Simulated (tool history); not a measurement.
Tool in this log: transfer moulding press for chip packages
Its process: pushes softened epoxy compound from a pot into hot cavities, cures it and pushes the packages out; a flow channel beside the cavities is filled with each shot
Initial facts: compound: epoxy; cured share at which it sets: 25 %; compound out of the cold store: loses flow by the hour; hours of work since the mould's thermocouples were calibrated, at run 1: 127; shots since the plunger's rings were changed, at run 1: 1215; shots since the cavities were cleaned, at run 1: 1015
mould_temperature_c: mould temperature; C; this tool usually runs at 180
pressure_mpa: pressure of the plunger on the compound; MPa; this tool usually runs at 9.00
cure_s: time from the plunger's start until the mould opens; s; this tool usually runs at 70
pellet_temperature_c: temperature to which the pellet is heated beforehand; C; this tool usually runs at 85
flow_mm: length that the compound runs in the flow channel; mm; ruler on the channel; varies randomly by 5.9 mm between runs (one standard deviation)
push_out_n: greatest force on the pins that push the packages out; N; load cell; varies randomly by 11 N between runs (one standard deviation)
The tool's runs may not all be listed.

run,hour,mould_temperature_c,pressure_mpa,cure_s,pellet_temperature_c,hours of work since the mould's thermocouples were calibrated,shots since the plunger's rings were changed,shots since the cavities were cleaned,incoming compound's hours out of the cold store,flow_mm,push_out_n
1,0.0,180,9.00,70,85,127,1215,1015,14.7,787,1039
# hour 8.4: cavities cleaned with cleaning compound and waxed
2,8.4,180,9.00,70,85,132,1351,0,40.7,637,535
3,14.0,180,9.00,70,85,136,1461,110,27.9,718,609
4,17.8,180,9.00,70,85,139,1536,185,34.9,689,636
5,24.7,180,9.00,70,85,144,1673,322,11.8,810,786
6,31.9,180,9.00,53,85,150,1816,465,47.4,607,1569
7,39.2,180,9.00,53,85,156,1960,609,25.0,718,1796
8,47.4,180,9.00,53,85,162,2121,770,37.4,658,1830
9,52.1,180,9.00,53,85,165,2213,862,18.3,751,2051
10,58.9,180,9.00,79,85,171,2349,998,12.2,799,797
# hour 68.2: cavities cleaned with cleaning compound and waxed
11,68.2,180,9.00,79,85,177,2501,0,36.9,653,426
12,73.6,180,9.00,79,85,181,2608,107,35.3,656,475
13,78.4,180,9.00,79,85,184,2703,202,40.2,627,505
14,85.0,180,9.00,93,85,189,2834,333,11.1,803,501
15,91.0,180,9.00,93,85,194,2952,451,30.4,683,505
16,98.4,184,7.87,93,85,200,3098,597,23.2,671,529
17,105.0,184,7.87,93,85,205,3228,727,25.3,655,565
18,112.5,175,7.59,70,85,211,3376,875,43.6,571,1208
19,121.0,179,10.36,98,85,217,3545,1044,29.0,728,626
# hour 127.9: cavities cleaned with cleaning compound and waxed
20,129.8,180,7.74,69,85,223,3688,38,19.0,687,624
21,137.0,176,9.00,72,91,228,3830,180,44.5,602,749
22,144.4,176,9.00,72,91,234,3976,326,31.9,666,852
23,151.6,176,9.00,72,91,239,4119,469,18.6,735,966
24,156.1,183,9.00,72,78,243,4208,558,23.9,687,692
25,160.5,180,9.00,86,85,246,4295,645,24.9,701,614
26,169.3,180,9.00,86,85,253,4468,818,13.4,758,640

Run 27 has not been measured yet. What should we expect?
27,174.1,180,9.00,86,85,257,4563,913,45.3,?,?

{"run 27": {"flow_mm": 577, "push_out_n": 633}}
With the hidden condition absent and the run-to-run variation left alone, this run would have shown flow_mm 636 mm, push_out_n 368 N.
